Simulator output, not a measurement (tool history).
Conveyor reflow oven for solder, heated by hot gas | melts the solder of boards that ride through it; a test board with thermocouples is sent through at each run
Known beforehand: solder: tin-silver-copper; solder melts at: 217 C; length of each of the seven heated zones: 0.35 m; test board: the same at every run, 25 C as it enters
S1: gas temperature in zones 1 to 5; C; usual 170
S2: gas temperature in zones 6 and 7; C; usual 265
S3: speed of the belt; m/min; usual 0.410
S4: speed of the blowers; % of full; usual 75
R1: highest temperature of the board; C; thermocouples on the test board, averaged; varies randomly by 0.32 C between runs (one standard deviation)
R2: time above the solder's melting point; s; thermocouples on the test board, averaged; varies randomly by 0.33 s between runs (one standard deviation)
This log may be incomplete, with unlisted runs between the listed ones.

{"run": 1, "hour": 0.0, "S1": 170, "S2": 265, "S3": 0.41, "S4": 75, "R1": 248.0, "R2": 71.0}
{"run": 2, "hour": 20.0, "S1": 170, "S2": 265, "S3": 0.475, "S4": 75, "R1": 243.2, "R2": 55.0}
{"run": 3, "hour": 36.9, "S1": 170, "S2": 265, "S3": 0.475, "S4": 75, "R1": 243.3, "R2": 55.1}
{"run": 4, "hour": 57.3, "S1": 170, "S2": 265, "S3": 0.41, "S4": 75, "R1": 247.4, "R2": 71.2}
{"run": 5, "hour": 68.9, "S1": 170, "S2": 265, "S3": 0.45, "S4": 75, "R1": 244.8, "R2": 61.2}
{"run": 6, "hour": 88.5, "S1": 170, "S2": 265, "S3": 0.45, "S4": 75, "R1": 244.8, "R2": 60.6}
{"run": 7, "hour": 111.3, "S1": 170, "S2": 265, "S3": 0.45, "S4": 75, "R1": 244.6, "R2": 60.5}
{"run": 8, "hour": 129.3, "S1": 170, "S2": 265, "S3": 0.45, "S4": 75, "R1": 243.8, "R2": 60.3}
{"run": 9, "hour": 149.5, "S1": 170, "S2": 265, "S3": 0.45, "S4": 75, "R1": 243.6, "R2": 60.8}
{"hour": 164.0, "done": "flux residue cleaned out of gas plates and filters"}
{"run": 10, "hour": 172.0, "S1": 179, "S2": 265, "S3": 0.41, "S4": 75, "R1": 250.5, "R2": 80.1}
{"run": 11, "hour": 194.3, "S1": 170, "S2": 265, "S3": 0.41, "S4": 75, "R1": 249.2, "R2": 74.2}
{"run": 12, "hour": 214.0, "S1": 170, "S2": 265, "S3": 0.41, "S4": 75, "R1": 249.3, "R2": 74.4}
{"run": 13, "hour": 231.3, "S1": 170, "S2": 265, "S3": 0.41, "S4": 75, "R1": 249.4, "R2": 73.5}
{"run": 14, "hour": 258.1, "S1": 170, "S2": 265, "S3": 0.41, "S4": 75, "R1": 248.7, "R2": 73.9}
{"run": 15, "hour": 269.2, "S1": 170, "S2": 265, "S3": 0.41, "S4": 75, "R1": 249.1, "R2": 73.9}
{"run": 16, "hour": 288.7, "S1": 170, "S2": 265, "S3": 0.41, "S4": 75, "R1": 248.6, "R2": 73.3}
{"run": 17, "hour": 302.7, "S1": 170, "S2": 265, "S3": 0.41, "S4": 75, "R1": 248.4, "R2": 73.5}
{"run": 18, "hour": 316.4, "S1": 170, "S2": 265, "S3": 0.41, "S4": 75, "R1": 248.1, "R2": 73.8}
{"run": 19, "hour": 335.6, "S1": 163, "S2": 270, "S3": 0.42, "S4": 59, "R1": 247.0, "R2": 64.6}
{"run": 20, "hour": 359.6, "S1": 163, "S2": 256, "S3": 0.417, "S4": 60, "R1": 235.5, "R2": 49.8}
{"run": 21, "hour": 372.5, "S1": 162, "S2": 256, "S3": 0.417, "S4": 60, "R1": 235.4, "R2": 48.9}
{"run": 22, "hour": 391.4, "S1": 170, "S2": 256, "S3": 0.417, "S4": 52, "R1": 233.9, "R2": 50.2}
{"run": 23, "hour": 405.2, "S1": 170, "S2": 256, "S3": 0.417, "S4": 52, "R1": 234.1, "R2": 49.6}
{"run": 24, "hour": 432.0, "S1": 170, "S2": 272, "S3": 0.41, "S4": 75, "R1": 254.4, "R2": 79.4}
{"run": 25, "hour": 449.3, "S1": 170, "S2": 272, "S3": 0.41, "S4": 75, "R1": 254.0, "R2": 78.0}
{"run": 26, "hour": 465.3, "S1": 170, "S2": 272, "S3": 0.41, "S4": 75, "R1": 253.7, "R2": 78.3}
{"run": 27, "hour": 478.0, "S1": 180, "S2": 265, "S3": 0.413, "S4": 75, "R1": 248.7, "R2": 78.1}
{"run": 28, "hour": 493.5, "S1": 180, "S2": 256, "S3": 0.413, "S4": 83, "R1": 242.2, "R2": 71.7}
{"hour": 501.3, "done": "thermocouples of zones 6 and 7 changed"}
{"run": 29, "hour": 513.1, "S1": 179, "S2": 274, "S3": 0.362, "S4": 58, "R1": 260.6, "R2": 100.2}

Below are 4 alternative next runs, each starting from the tool's condition after run 29. Predict each:
{"run": "A", "hour": 539.7, "S1": 170, "S2": 267, "S3": 0.41, "S4": 85, "R1": "?", "R2": "?"}
{"run": "B", "hour": 539.7, "S1": 163, "S2": 265, "S3": 0.407, "S4": 81, "R1": "?", "R2": "?"}
{"run": "C", "hour": 539.7, "S1": 179, "S2": 274, "S3": 0.362, "S4": 58, "R1": "?", "R2": "?"}
{"run": "D", "hour": 539.7, "S1": 170, "S2": 265, "S3": 0.455, "S4": 75, "R1": "?", "R2": "?"}

run=A R1=254.7 R2=79.6
run=B R1=251.3 R2=74.6
run=C R1=260.4 R2=99.0
run=D R1=247.9 R2=64.4
With no hidden state in the tool, these same runs would have given:
run=A R1=256.3 R2=80.2
run=B R1=252.9 R2=75.5
run=C R1=261.6 R2=98.6
run=D R1=249.6 R2=65.5
